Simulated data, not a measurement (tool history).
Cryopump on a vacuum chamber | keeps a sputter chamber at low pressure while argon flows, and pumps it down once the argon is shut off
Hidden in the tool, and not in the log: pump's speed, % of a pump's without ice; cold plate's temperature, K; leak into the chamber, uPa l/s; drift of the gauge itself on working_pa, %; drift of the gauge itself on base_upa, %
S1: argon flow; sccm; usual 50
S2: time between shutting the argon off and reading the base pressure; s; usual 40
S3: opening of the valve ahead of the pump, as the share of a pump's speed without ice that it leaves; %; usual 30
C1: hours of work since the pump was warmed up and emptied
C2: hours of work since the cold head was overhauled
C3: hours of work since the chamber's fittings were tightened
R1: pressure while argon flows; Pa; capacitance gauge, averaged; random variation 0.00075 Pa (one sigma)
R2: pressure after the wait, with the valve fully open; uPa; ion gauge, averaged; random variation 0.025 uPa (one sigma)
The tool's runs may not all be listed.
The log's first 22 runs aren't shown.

{"run": 23, "day": 20.888, "S1": 29, "S2": 60, "S3": 24, "C1": 40, "C2": 556, "C3": 383, "R1": 0.1019, "R2": 0.9}
{"run": 24, "day": 21.788, "S1": 35, "S2": 40, "S3": 47, "C1": 57, "C2": 573, "C3": 400, "R1": 0.0629, "R2": 1.16}
{"run": 25, "day": 22.717, "S1": 29, "S2": 40, "S3": 28, "C1": 75, "C2": 590, "C3": 418, "R1": 0.0868, "R2": 1.21}
{"run": 26, "day": 23.504, "S1": 50, "S2": 40, "S3": 59, "C1": 90, "C2": 605, "C3": 433, "R1": 0.0723, "R2": 1.17}
{"run": 27, "day": 24.167, "S1": 50, "S2": 24, "S3": 30, "C1": 102, "C2": 618, "C3": 445, "R1": 0.1416, "R2": 1.75}
{"run": 28, "day": 24.954, "S1": 72, "S2": 50, "S3": 37, "C1": 117, "C2": 633, "C3": 460, "R1": 0.166, "R2": 1.04}
{"run": 29, "day": 25.5, "S1": 50, "S2": 21, "S3": 25, "C1": 127, "C2": 643, "C3": 471, "R1": 0.1693, "R2": 1.96}
{"run": 30, "day": 26.642, "S1": 50, "S2": 260, "S3": 30, "C1": 149, "C2": 665, "C3": 492, "R1": 0.1419, "R2": 0.53}

The next listed run, before its measurement:
{"run": 31, "day": 27.242, "S1": 61, "S2": 38, "S3": 49, "C1": 160, "C2": 676, "C3": 504, "R1": "?", "R2": "?"}

R1: 0.1082 Pa
R2: 1.24 uPa
Without the tool's hidden state the same run would have given R1 0.105 Pa, R2 1.02 uPa.

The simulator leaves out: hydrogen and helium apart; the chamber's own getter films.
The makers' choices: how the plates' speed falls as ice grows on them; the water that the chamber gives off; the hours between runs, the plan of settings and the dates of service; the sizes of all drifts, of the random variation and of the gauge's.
